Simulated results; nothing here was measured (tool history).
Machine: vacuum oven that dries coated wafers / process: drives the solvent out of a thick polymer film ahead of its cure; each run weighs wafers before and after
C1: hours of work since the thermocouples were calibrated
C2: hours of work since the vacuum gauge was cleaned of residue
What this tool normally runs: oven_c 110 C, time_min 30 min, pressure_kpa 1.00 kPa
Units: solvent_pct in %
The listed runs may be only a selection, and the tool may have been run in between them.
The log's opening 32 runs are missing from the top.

{"run": 33, "hour": 1890.0, "oven_c": 112, "time_min": 32, "pressure_kpa": 0.73, "C1": 552, "C2": 186, "solvent_pct": 0.59}
{"run": 34, "hour": 1951.3, "oven_c": 100, "time_min": 31, "pressure_kpa": 1.99, "C1": 580, "C2": 214, "solvent_pct": 2.45}
{"run": 35, "hour": 2009.4, "oven_c": 100, "time_min": 18, "pressure_kpa": 1.99, "C1": 606, "C2": 240, "solvent_pct": 5.16}
{"run": 36, "hour": 2053.5, "oven_c": 100, "time_min": 18, "pressure_kpa": 0.86, "C1": 626, "C2": 260, "solvent_pct": 4.68}
{"hour": 2133.9, "done": "oven's thermocouples calibrated"}
{"run": 37, "hour": 2135.1, "oven_c": 115, "time_min": 25, "pressure_kpa": 1.0, "C1": 1, "C2": 297, "solvent_pct": 1.0}
{"run": 38, "hour": 2207.4, "oven_c": 115, "time_min": 25, "pressure_kpa": 1.0, "C1": 34, "C2": 330, "solvent_pct": 1.0}
{"run": 39, "hour": 2262.5, "oven_c": 110, "time_min": 43, "pressure_kpa": 0.64, "C1": 59, "C2": 355, "solvent_pct": 0.46}
{"run": 40, "hour": 2319.4, "oven_c": 116, "time_min": 20, "pressure_kpa": 0.67, "C1": 85, "C2": 382, "solvent_pct": 1.4}
{"run": 41, "hour": 2394.0, "oven_c": 98, "time_min": 30, "pressure_kpa": 1.0, "C1": 119, "C2": 416, "solvent_pct": 2.62}
{"run": 42, "hour": 2466.6, "oven_c": 101, "time_min": 30, "pressure_kpa": 0.51, "C1": 153, "C2": 449, "solvent_pct": 1.91}
{"run": 43, "hour": 2523.4, "oven_c": 101, "time_min": 30, "pressure_kpa": 0.51, "C1": 179, "C2": 475, "solvent_pct": 1.87}
{"run": 44, "hour": 2607.1, "oven_c": 108, "time_min": 15, "pressure_kpa": 0.85, "C1": 217, "C2": 513, "solvent_pct": 4.16}
{"run": 45, "hour": 2666.5, "oven_c": 123, "time_min": 28, "pressure_kpa": 1.0, "C1": 244, "C2": 541, "solvent_pct": 0.41}
{"run": 46, "hour": 2731.4, "oven_c": 97, "time_min": 28, "pressure_kpa": 0.54, "C1": 274, "C2": 570, "solvent_pct": 2.91}
{"run": 47, "hour": 2801.4, "oven_c": 97, "time_min": 28, "pressure_kpa": 0.54, "C1": 306, "C2": 603, "solvent_pct": 2.88}

Consider 4 possible next runs. They are alternatives, not a sequence: every one starts from the tool as it was left by run 47. What does each give?
{"run": "A", "hour": 2839.6, "oven_c": 117, "time_min": 16, "pressure_kpa": 0.54, "C1": 324, "C2": 620, "solvent_pct": "?"}
{"run": "B", "hour": 2839.6, "oven_c": 95, "time_min": 45, "pressure_kpa": 0.83, "C1": 324, "C2": 620, "solvent_pct": "?"}
{"run": "C", "hour": 2839.6, "oven_c": 99, "time_min": 35, "pressure_kpa": 2.74, "C1": 324, "C2": 620, "solvent_pct": "?"}
{"run": "D", "hour": 2839.6, "oven_c": 109, "time_min": 30, "pressure_kpa": 1.0, "C1": 324, "C2": 620, "solvent_pct": "?"}

run=A solvent_pct=2.01
run=B solvent_pct=1.54
run=C solvent_pct=2.78
run=D solvent_pct=1.10
Had the tool no hidden state, the same runs would have come out as:
run=A solvent_pct=2.05
run=B solvent_pct=1.52
run=C solvent_pct=2.79
run=D solvent_pct=1.09
